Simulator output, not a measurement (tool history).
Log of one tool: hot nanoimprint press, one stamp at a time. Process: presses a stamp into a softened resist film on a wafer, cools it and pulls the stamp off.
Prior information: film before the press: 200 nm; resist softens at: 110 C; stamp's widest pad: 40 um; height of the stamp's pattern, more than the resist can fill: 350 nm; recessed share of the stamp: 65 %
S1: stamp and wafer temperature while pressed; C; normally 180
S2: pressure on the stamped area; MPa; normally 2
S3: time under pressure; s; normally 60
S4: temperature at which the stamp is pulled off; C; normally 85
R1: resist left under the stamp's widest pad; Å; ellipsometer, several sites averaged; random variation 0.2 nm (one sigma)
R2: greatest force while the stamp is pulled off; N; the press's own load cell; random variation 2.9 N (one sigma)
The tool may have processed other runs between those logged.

run 1 hour=0 | S1=180 S2=2 S3=60 S4=85 | R1=776 R2=136
run 2 hour=43.7 | S1=180 S2=2 S3=60 S4=85 | R1=783 R2=141
run 3 hour=102.9 | S1=180 S2=2 S3=60 S4=85 | R1=777 R2=139
run 4 hour=173.5 | S1=180 S2=2 S3=60 S4=85 | R1=780 R2=137
run 5 hour=222.3 | S1=180 S2=2 S3=60 S4=85 | R1=781 R2=142
run 6 hour=262.4 | S1=180 S2=2 S3=60 S4=85 | R1=779 R2=140
run 7 hour=297.8 | S1=187 S2=2 S3=60 S4=85 | R1=550 R2=139
run 8 hour=365.5 | S1=187 S2=2 S3=60 S4=85 | R1=551 R2=138
run 9 hour=404.9 | S1=180 S2=2 S3=60 S4=85 | R1=777 R2=140
run 10 hour=478.8 | S1=180 S2=2 S3=55 S4=86 | R1=807 R2=133
run 11 hour=534.2 | S1=192 S2=2.19 S3=60 S4=79 | R1=412 R2=147
run 12 hour=570.7 | S1=186 S2=2.6 S3=98 S4=84 | R1=407 R2=138
run 13 hour=609.3 | S1=186 S2=2.6 S3=98 S4=84 | R1=410 R2=140
run 14 hour=675.3 | S1=186 S2=2.6 S3=98 S4=84 | R1=407 R2=145
run 15 hour=708.2 | S1=173 S2=1.98 S3=98 S4=84 | R1=929 R2=140
run 16 hour=761 | S1=182 S2=2.36 S3=98 S4=84 | R1=526 R2=144
run 17 hour=833.1 | S1=173 S2=2.58 S3=62 S4=83 | R1=980 R2=146
run 18 hour=870.9 | S1=171 S2=1.22 S3=31 S4=87 | R1=1626 R2=133

Put back what was entered between runs (1 entry, withheld): which listed runs does each sit between, and how does the hidden state differ from the listed run before to the listed run after?
Run 1 -> run 2: plate thermocouple calibrated (hour 40.8)
  true temperature over the reading, C: 0.03 -> 0

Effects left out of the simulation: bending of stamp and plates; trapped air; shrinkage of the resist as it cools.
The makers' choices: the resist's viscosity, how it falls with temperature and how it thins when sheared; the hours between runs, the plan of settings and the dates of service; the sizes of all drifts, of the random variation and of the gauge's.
